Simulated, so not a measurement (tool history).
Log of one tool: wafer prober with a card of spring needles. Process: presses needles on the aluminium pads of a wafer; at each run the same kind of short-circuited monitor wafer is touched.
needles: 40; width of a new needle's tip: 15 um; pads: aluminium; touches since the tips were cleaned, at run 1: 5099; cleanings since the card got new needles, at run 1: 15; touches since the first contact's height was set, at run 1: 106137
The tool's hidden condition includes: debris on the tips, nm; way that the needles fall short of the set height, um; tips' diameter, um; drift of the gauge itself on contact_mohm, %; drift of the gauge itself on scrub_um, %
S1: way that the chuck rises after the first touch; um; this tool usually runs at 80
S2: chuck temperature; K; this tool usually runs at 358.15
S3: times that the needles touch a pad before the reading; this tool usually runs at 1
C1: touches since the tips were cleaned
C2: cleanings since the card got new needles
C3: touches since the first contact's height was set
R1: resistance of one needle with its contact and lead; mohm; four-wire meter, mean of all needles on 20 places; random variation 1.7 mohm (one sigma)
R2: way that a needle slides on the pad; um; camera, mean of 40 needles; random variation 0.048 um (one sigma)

run	day	S1	S2	S3	C1	C2	C3	R1	R2
1	0.000	80	358.15	1	5099	15	106137	194	16.37
# day 0.092: tips cleaned on abrasive film
2	0.546	80	358.15	1	5574	16	112813	202	16.27
# day 0.608: tips cleaned on abrasive film
# day 1.150: tips cleaned on abrasive film
3	1.550	80	358.15	1	4912	18	125092	196	16.18
# day 1.712: tips cleaned on abrasive film
# day 2.258: tips cleaned on abrasive film
4	2.471	80	358.15	1	2620	20	136388	189	16.18
# day 2.829: tips cleaned on abrasive film
# day 3.392: tips cleaned on abrasive film
5	3.600	80	358.15	1	2532	22	150170	193	16.05
# day 3.975: tips cleaned on abrasive film
6	4.175	80	376.15	1	2466	23	157217	195	16.06
# day 4.538: tips cleaned on abrasive film
# day 5.071: tips cleaned on abrasive film
7	5.283	80	358.15	1	2618	25	170814	192	16.00
# day 5.488: height of the first contact set anew
# day 5.629: tips cleaned on abrasive film
# day 6.133: tips cleaned on abrasive film
8	6.200	80	358.15	1	819	27	8686	185	16.65
# day 6.688: tips cleaned on abrasive film
9	6.704	80	358.15	1	209	28	14838	178	16.39
# day 7.242: tips cleaned on abrasive film
10	7.658	80	358.15	1	5165	29	26586	195	16.49
# day 7.788: tips cleaned on abrasive film
# day 8.375: tips cleaned on abrasive film
11	8.458	72	358.15	1	1034	31	36363	189	14.73
# day 8.900: tips cleaned on abrasive film
12	9.342	85	303.15	1	5448	32	47210	183	17.48
# day 9.429: tips cleaned on abrasive film
# day 9.958: tips cleaned on abrasive film
13	10.317	85	303.15	3	4404	34	59097	172	17.45
# day 10.512: tips cleaned on abrasive film
# day 11.054: tips cleaned on abrasive film
14	11.333	80	358.15	1	3456	36	71567	193	16.34
# day 11.596: tips cleaned on abrasive film
15	11.850	83	358.15	1	3142	37	77891	189	16.92
# day 12.138: tips cleaned on abrasive film
# day 12.679: tips cleaned on abrasive film
16	12.750	83	358.15	1	851	39	88867	186	16.98
# day 13.233: tips cleaned on abrasive film
17	13.304	83	358.15	1	848	40	95652	187	16.91
# day 13.767: tips cleaned on abrasive film
18	14.171	83	327.15	3	4987	41	106297	177	16.96

Alternative continuations, all from the tool just after run 18; predict every row:
# day 14.338: tips cleaned on abrasive film
# day 14.904: tips cleaned on abrasive film
A	14.942	75	320.15	3	452	43	115705	?	?
# day 14.338: tips cleaned on abrasive film
# day 14.904: tips cleaned on abrasive film
B	14.942	80	320.15	1	452	43	115705	?	?
# day 14.338: tips cleaned on abrasive film
# day 14.904: tips cleaned on abrasive film
C	14.942	80	314.15	1	452	43	115705	?	?

run	R1	R2
A	177	15.15
B	174	16.27
C	174	16.23
The same runs, with their run-to-run variation unchanged, on a tool lacking any hidden condition would have given:
run	R1	R2
A	173	15.54
B	167	16.66
C	167	16.62
